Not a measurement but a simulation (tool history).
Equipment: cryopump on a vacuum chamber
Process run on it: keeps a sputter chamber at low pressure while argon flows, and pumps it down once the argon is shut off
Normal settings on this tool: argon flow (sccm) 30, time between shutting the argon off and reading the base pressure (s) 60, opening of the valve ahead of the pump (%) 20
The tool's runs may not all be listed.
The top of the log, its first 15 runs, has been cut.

run   hour  argon flow (sccm)  time between shutting the argon off and reading the base pressure (s)  opening of the valve ahead of the pump (%)  pressure while argon flows (Pa)  pressure after the wait (uPa)
 16  283.4                 30                                                                     60                                          36                           0.1094                           2.11
 17  301.5                 30                                                                     60                                          36                           0.1079                           2.13
 18  315.3                 30                                                                     60                                          36                           0.1087                           2.09
 19  334.6                 30                                                                     60                                          19                           0.1967                           2.14
 20  348.9                 30                                                                     60                                          36                           0.1082                           2.09
 21  371.4                 26                                                                     60                                          24                           0.1361                           2.16
 22  388.6                 26                                                                     60                                          24                           0.1381                           2.16
 23    403                 20                                                                    218                                          18                           0.1382                            1.6
     421.3  -- pump warmed up, emptied and cooled again
 24  427.1                 25                                                                     74                                          37                           0.0815                           1.71
 25  440.1                 40                                                                     60                                          20                           0.2392                           1.91
 26  453.2                 40                                                                     60                                          20                           0.2378                           1.93
 27  470.1                 40                                                                     60                                          20                           0.2398                           1.83
     477.5  -- leaking fittings of the chamber tightened, without venting
 28  487.2                 52                                                                     60                                          57                           0.1102                           1.03
 29  510.5                 52                                                                     60                                          57                           0.1103                           1.07
 30  533.5                 40                                                                    296                                          38                           0.1281                           0.42
 31  553.2                 40                                                                    296                                          38                           0.1272                           0.46
 32  573.1                 40                                                                    296                                          38                           0.1272                           0.39
 33  584.2                 37                                                                    296                                          40                           0.1131                            0.4
 34  604.9                 37                                                                    296                                          40                           0.1127                           0.42
 35  628.3                 37                                                                    296                                          40                           0.1109                           0.41

Predict each of these 3 candidate next runs independently; none follows another, all start after run 35:
  A  644.9                 16                                                                    112                                          30                                ?                              ?
  B  644.9                 23                                                                     28                                          41                                ?                              ?
  C  644.9                 30                                                                     60                                          26                                ?                              ?

run  pressure while argon flows (Pa)  pressure after the wait (uPa)
  A                           0.0642                           0.67
  B                           0.0687                           1.95
  C                           0.1395                           1.07
What these runs would have given with no unlogged condition in the tool:
run  pressure while argon flows (Pa)  pressure after the wait (uPa)
  A                            0.063                           0.61
  B                            0.067                           1.88
  C                           0.1373                              1
